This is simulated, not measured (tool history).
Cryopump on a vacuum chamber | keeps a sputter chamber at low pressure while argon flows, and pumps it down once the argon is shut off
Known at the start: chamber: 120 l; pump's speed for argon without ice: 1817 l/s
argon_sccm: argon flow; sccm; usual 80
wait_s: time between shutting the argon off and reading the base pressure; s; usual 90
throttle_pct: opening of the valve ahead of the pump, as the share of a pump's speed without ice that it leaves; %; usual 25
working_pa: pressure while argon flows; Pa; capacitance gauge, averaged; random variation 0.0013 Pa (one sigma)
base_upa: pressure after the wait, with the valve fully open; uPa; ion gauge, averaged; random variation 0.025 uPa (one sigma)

Run 1, hour 0: usual settings. Result: working_pa 0.3007 Pa, base_upa 2.33 uPa.
Run 2, hour 23.8: usual settings. Result: working_pa 0.3022 Pa, base_upa 2.33 uPa.
Run 3, hour 49.1: usual settings. Result: working_pa 0.3033 Pa, base_upa 2.36 uPa.
Run 4, hour 68.4: usual settings but wait_s 141 s. Result: working_pa 0.304 Pa, base_upa 2.03 uPa.
Run 5, hour 90.4: usual settings but throttle_pct 47 %. Result: working_pa 0.1658 Pa, base_upa 2.39 uPa.
Run 6, hour 116.3: usual settings. Result: working_pa 0.3043 Pa, base_upa 2.35 uPa.
Run 7, hour 137.9: usual settings. Result: working_pa 0.3042 Pa, base_upa 2.44 uPa.
Run 8, hour 158.7: usual settings. Result: working_pa 0.3087 Pa, base_upa 2.41 uPa.
Run 9, hour 186.8: usual settings. Result: working_pa 0.3064 Pa, base_upa 2.38 uPa.
Run 10, hour 208.7: usual settings. Result: working_pa 0.3068 Pa, base_upa 2.44 uPa.
Run 11, hour 229.5: usual settings but argon_sccm 84 sccm, throttle_pct 54 %. Result: working_pa 0.1552 Pa, base_upa 2.47 uPa.
Run 12, hour 257: usual settings but wait_s 243 s, throttle_pct 32 %. Result: working_pa 0.2429 Pa, base_upa 1.96 uPa.
Run 13, hour 276.7: usual settings but wait_s 243 s, throttle_pct 32 %. Result: working_pa 0.2439 Pa, base_upa 2.04 uPa.
Run 14, hour 293.8: usual settings but wait_s 243 s, throttle_pct 32 %. Result: working_pa 0.2438 Pa, base_upa 1.99 uPa.
Run 15, hour 317: usual settings but wait_s 243 s, throttle_pct 32 %. Result: working_pa 0.2437 Pa, base_upa 1.97 uPa.
Run 16, hour 337.9: usual settings but argon_sccm 42 sccm, wait_s 243 s, throttle_pct 45 %. Result: working_pa 0.093 Pa, base_upa 2.06 uPa.
Run 17, hour 366.7: usual settings but argon_sccm 42 sccm, wait_s 243 s, throttle_pct 45 %. Result: working_pa 0.0937 Pa, base_upa 2.1 uPa.
Run 18, hour 388.7: usual settings but argon_sccm 44 sccm, wait_s 136 s, throttle_pct 18 %. Result: working_pa 0.2362 Pa, base_upa 2.34 uPa.
Run 19, hour 413.2: usual settings but wait_s 222 s, throttle_pct 46 %. Result: working_pa 0.1762 Pa, base_upa 2.14 uPa.
Run 20, hour 436.6: usual settings but wait_s 76 s, throttle_pct 20 %. Result: working_pa 0.3879 Pa, base_upa 2.76 uPa.

3 ways to go on from here, each from the tool as it stands after run 20. What would each give?
Run A, hour 456.8: usual settings but wait_s 44 s, throttle_pct 20 %. Result: working_pa ?, base_upa ?.
Run B, hour 456.8: usual settings but throttle_pct 52 %. Result: working_pa ?, base_upa ?.
Run C, hour 456.8: usual settings but argon_sccm 55 sccm, wait_s 76 s, throttle_pct 44 %. Result: working_pa ?, base_upa ?.

run  working_pa  base_upa
  A      0.3905      3.47
  B      0.1595      2.64
  C      0.1268      2.78
Without the tool's hidden state the same runs would have given:
run  working_pa  base_upa
  A      0.3744       1.8
  B      0.1434      0.98
  C      0.1158      1.11
